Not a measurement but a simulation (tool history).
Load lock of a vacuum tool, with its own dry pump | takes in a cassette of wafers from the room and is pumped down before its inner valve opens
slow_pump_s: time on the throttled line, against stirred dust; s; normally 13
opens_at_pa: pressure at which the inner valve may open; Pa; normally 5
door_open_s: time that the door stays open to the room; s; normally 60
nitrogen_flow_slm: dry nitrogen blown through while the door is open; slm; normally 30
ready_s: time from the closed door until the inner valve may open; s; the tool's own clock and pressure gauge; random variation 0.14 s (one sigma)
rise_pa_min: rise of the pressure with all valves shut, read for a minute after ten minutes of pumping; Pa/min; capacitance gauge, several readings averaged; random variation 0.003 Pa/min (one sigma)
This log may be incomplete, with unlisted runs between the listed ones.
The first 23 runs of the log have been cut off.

run    hour  slow_pump_s  opens_at_pa  door_open_s  nitrogen_flow_slm  incoming humidity of the room's air, %  ready_s  rise_pa_min
 24  3173.6           13            5           60                 30                                    46.4     23.3        0.022
 25  3357.8           20            7           78                 36                                    47.6     28.1        0.029
 26  3527.4           20            7           78                 36                                    44.4     28.5        0.025
 27  3690.0           20            7           78                 36                                    45.7     28.2        0.026
 28  3843.9           20            7           78                 36                                    43.2     28.1        0.028
 29  3958.7           13            5           35                 31                                    44.2     23.6        0.024
 30  4055.0           25            5           95                 15                                    45.2     32.5        0.044
 31  4249.7           25            5           95                 15                                    43.9     32.3        0.044
 32  4422.5           12            7           62                 15                                    44.1     22.1        0.037
 33  4563.1            6            6           60                 30                                    44.5     17.8        0.031
 34  4684.3            9            6           60                 33                                    47.7     20.0        0.028
 35  4804.2            9            6           60                 33                                    44.1     20.1        0.021
 36  4978.2            7            5           30                 30                                    43.1     18.8        0.019
 37  5131.1           13            5           64                 30                                    48.5     23.2        0.028

Each row is a separate what-if for the run after 37, all from the same tool condition, not one after another. Results?
  A  5232.8           13            5           60                 30                                    46.6        ?            ?
  B  5232.8            8            9           60                 30                                    45.4        ?            ?
  C  5232.8           13            5           82                 30                                    46.4        ?            ?
  D  5232.8            7            5           29                  5                                    42.9        ?            ?

run  ready_s  rise_pa_min
  A     23.5        0.025
  B     18.8        0.028
  C     23.5        0.031
  D     18.9        0.048
Without the tool's hidden state the same runs would have given:
run  ready_s  rise_pa_min
  A     23.5        0.025
  B     18.8        0.028
  C     23.5        0.031
  D     18.9        0.048

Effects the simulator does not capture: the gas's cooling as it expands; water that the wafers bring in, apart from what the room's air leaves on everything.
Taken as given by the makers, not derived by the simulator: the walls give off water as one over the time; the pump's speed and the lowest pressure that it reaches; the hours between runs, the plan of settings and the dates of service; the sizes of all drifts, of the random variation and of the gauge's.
